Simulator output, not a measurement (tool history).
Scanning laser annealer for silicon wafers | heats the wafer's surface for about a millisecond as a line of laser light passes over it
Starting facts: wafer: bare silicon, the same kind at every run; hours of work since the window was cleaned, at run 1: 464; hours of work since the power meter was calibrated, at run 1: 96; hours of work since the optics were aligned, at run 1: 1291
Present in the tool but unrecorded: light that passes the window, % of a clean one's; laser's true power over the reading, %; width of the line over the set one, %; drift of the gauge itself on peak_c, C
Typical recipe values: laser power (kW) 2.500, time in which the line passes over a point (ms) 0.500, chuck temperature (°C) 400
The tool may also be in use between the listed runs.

run    hour  laser power (kW)  time in which the line passes over a point (ms)  chuck temperature (°C)  hours of work since the window was cleaned  hours of work since the power meter was calibrated  hours of work since the optics were aligned  highest temperature of the surface (°C)
  1     0.0             2.500                                            0.500                     400                                         464                                                  96                                         1291                                     1058
  2    28.1             2.500                                            0.500                     400                                         485                                                 117                                         1312                                     1057
  3    58.3             2.500                                            0.500                     400                                         507                                                 140                                         1334                                     1056
  4    98.2             2.500                                            0.500                     423                                         537                                                 169                                         1363                                     1076
  5   117.0             2.500                                            0.500                     423                                         550                                                 183                                         1377                                     1074
  6   150.4             2.500                                            0.500                     423                                         575                                                 208                                         1402                                     1071
  7   197.0             2.500                                            0.500                     423                                         610                                                 242                                         1437                                     1073
  8   225.0             2.500                                            0.500                     423                                         630                                                 263                                         1457                                     1069
  9   243.6             2.500                                            0.500                     400                                         644                                                 277                                         1471                                     1049
 10   269.1             2.500                                            0.547                     400                                         663                                                 295                                         1490                                     1069
 11   298.2             2.500                                            0.547                     400                                         685                                                 317                                         1511                                     1070
      302.7  -- window over the wafer cleaned
 12   331.7             2.500                                            0.547                     400                                          21                                                 340                                         1535                                     1107
 13   357.0             2.500                                            0.547                     400                                          40                                                 359                                         1553                                     1109
 14   400.9             2.500                                            0.500                     400                                          73                                                 391                                         1586                                     1078
 15   432.2             2.500                                            0.500                     400                                          96                                                 415                                         1609                                     1079
 16   473.8             2.500                                            0.500                     400                                         126                                                 445                                         1640                                     1075
 17   503.6             2.500                                            0.500                     400                                         149                                                 467                                         1662                                     1069
 18   538.9             2.152                                            0.500                     400                                         175                                                 493                                         1688                                      965
 19   569.8             2.152                                            0.500                     400                                         197                                                 516                                         1711                                      960
 20   589.9             2.152                                            0.500                     400                                         212                                                 531                                         1726                                      960
 21   624.4             2.500                                            0.474                     365                                         238                                                 557                                         1751                                     1016
 22   652.8             2.500                                            0.474                     365                                         259                                                 578                                         1772                                     1013
 23   678.4             2.500                                            0.500                     420                                         278                                                 597                                         1791                                     1082
 24   715.0             2.439                                            0.500                     400                                         305                                                 624                                         1818                                     1040
 25   737.7             2.439                                            0.500                     400                                         322                                                 640                                         1835                                     1041
 26   769.1             2.265                                            0.604                     366                                         345                                                 664                                         1858                                     1003
 27   810.7             2.265                                            0.604                     366                                         376                                                 694                                         1889                                      999
 28   848.9             2.389                                            0.496                     419                                         404                                                 723                                         1917                                     1036
      863.2  -- optics aligned, line set to its width
 29   877.7             2.500                                            0.576                     400                                         422                                                 740                                           11                                     1112
 30   902.3             2.500                                            0.576                     400                                         440                                                 759                                           29                                     1108
 31   944.9             2.500                                            0.531                     404                                         471                                                 790                                           60                                     1089
 32   972.3             2.500                                            0.492                     433                                         491                                                 810                                           81                                     1094
 33   996.3             2.500                                            0.492                     433                                         509                                                 828                                           98                                     1094
 34  1036.4             2.455                                            0.595                     384                                         539                                                 858                                          128                                     1081
 35  1062.0             2.455                                            0.595                     384                                         558                                                 877                                          147                                     1083
 36  1095.4             2.560                                            0.351                     417                                         582                                                 901                                          172                                     1000
 37  1131.3             2.702                                            0.445                     423                                         609                                                 928                                          198                                     1107
 38  1172.4             2.446                                            0.582                     374                                         639                                                 958                                          229                                     1054

For some of the steps in highest temperature of the surface (°C) from one run to the next: how much would appear even if the tool had no hidden state, given the settings, what came in and random variation, and how much remains for the hidden state plus any gauge scatter that the measured result and the result without hidden state don't share?
Run 11 -> 12: window over the wafer cleaned. highest temperature of the surface (°C) +37: hidden state +42, all else -5.
Run 17 -> 18: laser power (kW) 2.500 -> 2.152. highest temperature of the surface (°C) -104: hidden state +4, all else -108.
Run 28 -> 29: laser power (kW) 2.389 -> 2.500, time in which the line passes over a point (ms) 0.496 -> 0.576, chuck temperature (°C) 419 -> 400, optics aligned, line set to its width. highest temperature of the surface (°C) +76: hidden state +13, all else +63.
Run 35 -> 36: laser power (kW) 2.455 -> 2.560, time in which the line passes over a point (ms) 0.595 -> 0.351, chuck temperature (°C) 384 -> 417. highest temperature of the surface (°C) -83: hidden state +6, all else -89.
Run 36 -> 37: laser power (kW) 2.560 -> 2.702, time in which the line passes over a point (ms) 0.351 -> 0.445, chuck temperature (°C) 417 -> 423. highest temperature of the surface (°C) +107: hidden state -10, all else +117.
